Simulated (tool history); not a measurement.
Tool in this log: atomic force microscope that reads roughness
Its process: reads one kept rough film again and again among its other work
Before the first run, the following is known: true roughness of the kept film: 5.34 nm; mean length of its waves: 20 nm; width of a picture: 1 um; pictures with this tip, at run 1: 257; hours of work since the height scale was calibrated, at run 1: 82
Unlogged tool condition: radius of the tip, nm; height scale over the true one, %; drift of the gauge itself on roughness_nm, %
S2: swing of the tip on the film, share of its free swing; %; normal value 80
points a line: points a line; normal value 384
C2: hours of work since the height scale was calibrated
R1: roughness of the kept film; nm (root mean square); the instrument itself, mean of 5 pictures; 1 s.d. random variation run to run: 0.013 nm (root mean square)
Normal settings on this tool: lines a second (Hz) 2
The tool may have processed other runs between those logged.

Run 1, hour 0: usual settings; pictures with this tip 257; C2 82. Result: R1 2.32 nm (root mean square).
Run 2, hour 12.4: usual settings; pictures with this tip 287; C2 92. Result: R1 2.268 nm (root mean square).
Run 3, hour 31.2: usual settings; pictures with this tip 334; C2 107. Result: R1 2.185 nm (root mean square).
At hour 34.5: new tip fitted.
Run 4, hour 44.7: usual settings; pictures with this tip 26; C2 117. Result: R1 2.902 nm (root mean square).
Run 5, hour 53.8: usual settings; pictures with this tip 48; C2 124. Result: R1 2.824 nm (root mean square).
Run 6, hour 62.2: usual settings; pictures with this tip 69; C2 131. Result: R1 2.776 nm (root mean square).
Run 7, hour 80.7: usual settings; pictures with this tip 114; C2 145. Result: R1 2.638 nm (root mean square).
Run 8, hour 94.7: usual settings but S2 83 %; pictures with this tip 149; C2 156. Result: R1 2.5 nm (root mean square).
Run 9, hour 107.1: usual settings but points a line 992; pictures with this tip 179; C2 166. Result: R1 2.502 nm (root mean square).
Run 10, hour 123.9: usual settings but lines a second (Hz) 0.66; pictures with this tip 221; C2 179. Result: R1 2.615 nm (root mean square).
Run 11, hour 132.4: usual settings but S2 67 %; pictures with this tip 242; C2 186. Result: R1 2.516 nm (root mean square).
Run 12, hour 144.6: usual settings; pictures with this tip 272; C2 196. Result: R1 2.286 nm (root mean square).
Run 13, hour 159.8: usual settings but S2 57 %; pictures with this tip 309; C2 208. Result: R1 2.44 nm (root mean square).
At hour 173.3: new tip fitted.
Run 14, hour 180.1: usual settings but S2 57 %; pictures with this tip 17; C2 223. Result: R1 3.215 nm (root mean square).
Run 15, hour 191.2: usual settings but S2 57 %; pictures with this tip 44; C2 232. Result: R1 3.111 nm (root mean square).
Run 16, hour 205.3: usual settings but S2 57 %; pictures with this tip 79; C2 243. Result: R1 3.008 nm (root mean square).
Run 17, hour 223.3: usual settings but S2 57 %; pictures with this tip 123; C2 257. Result: R1 2.87 nm (root mean square).
Run 18, hour 232.8: usual settings but S2 57 %; pictures with this tip 147; C2 265. Result: R1 2.829 nm (root mean square).
Run 19, hour 248: usual settings but S2 57 %; pictures with this tip 184; C2 277. Result: R1 2.721 nm (root mean square).
Run 20, hour 263.7: usual settings; pictures with this tip 223; C2 289. Result: R1 2.372 nm (root mean square).
Run 21, hour 282: usual settings but points a line 572; pictures with this tip 268; C2 303. Result: R1 2.311 nm (root mean square).
Run 22, hour 291.5: usual settings but points a line 572; pictures with this tip 292; C2 311. Result: R1 2.264 nm (root mean square).
Run 23, hour 309.9: usual settings but lines a second (Hz) 2.21; pictures with this tip 337; C2 325. Result: R1 2.128 nm (root mean square).
At hour 312.2: new tip fitted.
Run 24, hour 326.3: usual settings but lines a second (Hz) 2.21; pictures with this tip 35; C2 338. Result: R1 2.782 nm (root mean square).
Run 25, hour 336.4: usual settings but S2 69 %; pictures with this tip 60; C2 346. Result: R1 2.921 nm (root mean square).
Run 26, hour 349.7: usual settings but S2 69 %; pictures with this tip 93; C2 356. Result: R1 2.824 nm (root mean square).
Run 27, hour 363.8: usual settings but S2 68 %, points a line 425; pictures with this tip 127; C2 367. Result: R1 2.733 nm (root mean square).
Run 28, hour 382.1: usual settings but lines a second (Hz) 2.72, S2 69 %, points a line 416; pictures with this tip 173; C2 382. Result: R1 2.517 nm (root mean square).
Run 29, hour 391: usual settings but lines a second (Hz) 0.96, S2 57 %; pictures with this tip 195; C2 389. Result: R1 2.691 nm (root mean square).
Run 30, hour 400.4: usual settings but lines a second (Hz) 0.96, S2 57 %; pictures with this tip 218; C2 396. Result: R1 2.65 nm (root mean square).
Run 31, hour 415.7: usual settings but S2 68 %, points a line 521; pictures with this tip 255; C2 408. Result: R1 2.431 nm (root mean square).
Run 32, hour 434.6: usual settings but S2 68 %, points a line 521; pictures with this tip 302; C2 423. Result: R1 2.345 nm (root mean square).
Run 33, hour 443.3: usual settings but lines a second (Hz) 2.52, S2 75 %, points a line 356; pictures with this tip 324; C2 430. Result: R1 2.161 nm (root mean square).
At hour 450.8: new tip fitted.
Run 34, hour 452.2: usual settings but lines a second (Hz) 2.52, points a line 296; pictures with this tip 3; C2 437. Result: R1 2.834 nm (root mean square).
Run 35, hour 465.6: usual settings but lines a second (Hz) 2.54, S2 70 %, points a line 297; pictures with this tip 36; C2 447. Result: R1 2.914 nm (root mean square).
Run 36, hour 481.2: usual settings but lines a second (Hz) 0.81, points a line 598; pictures with this tip 75; C2 460. Result: R1 2.999 nm (root mean square).
Run 37, hour 492.7: usual settings but lines a second (Hz) 3.45, S2 60 %, points a line 387; pictures with this tip 103; C2 469. Result: R1 2.832 nm (root mean square).
Run 38, hour 504.7: usual settings but lines a second (Hz) 0.53, S2 63 %; pictures with this tip 133; C2 478. Result: R1 2.9 nm (root mean square).
Run 39, hour 515.7: usual settings but lines a second (Hz) 0.53, S2 63 %; pictures with this tip 160; C2 487. Result: R1 2.838 nm (root mean square).
Run 40, hour 535.2: usual settings but lines a second (Hz) 0.98, S2 63 %, points a line 934; pictures with this tip 208; C2 502. Result: R1 2.714 nm (root mean square).
Run 41, hour 555.7: usual settings but lines a second (Hz) 0.76, S2 63 %, points a line 372; pictures with this tip 258; C2 518. Result: R1 2.591 nm (root mean square).
Run 42, hour 571.4: usual settings but lines a second (Hz) 0.76, S2 63 %, points a line 372; pictures with this tip 297; C2 531. Result: R1 2.487 nm (root mean square).
Run 43, hour 587.2: usual settings but lines a second (Hz) 2.71, S2 55 %; pictures with this tip 336; C2 543. Result: R1 2.359 nm (root mean square).
At hour 588.9: new tip fitted.
Run 44, hour 608.2: usual settings but lines a second (Hz) 2.71, S2 55 %; pictures with this tip 47; C2 559. Result: R1 3.138 nm (root mean square).
Run 45, hour 620.5: usual settings but lines a second (Hz) 2.93, S2 87 %; pictures with this tip 78; C2 569. Result: R1 2.436 nm (root mean square).
Run 46, hour 630.2: usual settings but lines a second (Hz) 0.73, S2 82 %; pictures with this tip 102; C2 576. Result: R1 2.928 nm (root mean square).
Run 47, hour 646.7: usual settings but lines a second (Hz) 0.73, S2 82 %; pictures with this tip 142; C2 589. Result: R1 2.803 nm (root mean square).
Run 48, hour 665.6: usual settings but lines a second (Hz) 3.62, S2 75 %, points a line 470; pictures with this tip 189; C2 604. Result: R1 2.39 nm (root mean square).
Run 49, hour 675.9: usual settings but lines a second (Hz) 2.24, S2 75 %, points a line 470; pictures with this tip 214; C2 612. Result: R1 2.462 nm (root mean square).
Run 50, hour 684.1: usual settings but S2 69 %; pictures with this tip 235; C2 619. Result: R1 2.489 nm (root mean square).
Run 51, hour 699.9: usual settings but lines a second (Hz) 0.88, S2 75 %, points a line 386; pictures with this tip 273; C2 631. Result: R1 2.506 nm (root mean square).
Run 52, hour 713.5: usual settings but lines a second (Hz) 1.27, S2 60 %, points a line 430; pictures with this tip 307; C2 642. Result: R1 2.461 nm (root mean square).

Run by run, hidden condition taken away, random variation retained:
run     R1
  1  2.992
  2  2.998
  3  3.006
  4  3.008
  5      3
  6  3.017
  7      3
  8  2.946
  9   3.03
 10  3.291
 11  3.228
 12   3.01
 13  3.321
 14  3.309
 15  3.296
 16  3.311
 17  3.299
 18  3.334
 19   3.32
 20  3.009
 21   3.05
 22  3.049
 23  2.974
 24  2.962
 25  3.191
 26  3.198
 27  3.208
 28  3.082
 29  3.367
 30   3.38
 31  3.213
 32  3.221
 33  3.016
 34  2.902
 35  3.075
 36  3.289
 37   3.19
 38  3.373
 39   3.39
 40  3.385
 41  3.386
 42  3.354
 43   3.29
 44  3.314
 45   2.66
 46  3.269
 47  3.261
 48  2.915
 49   3.08
 50  3.166
 51  3.295
 52  3.335
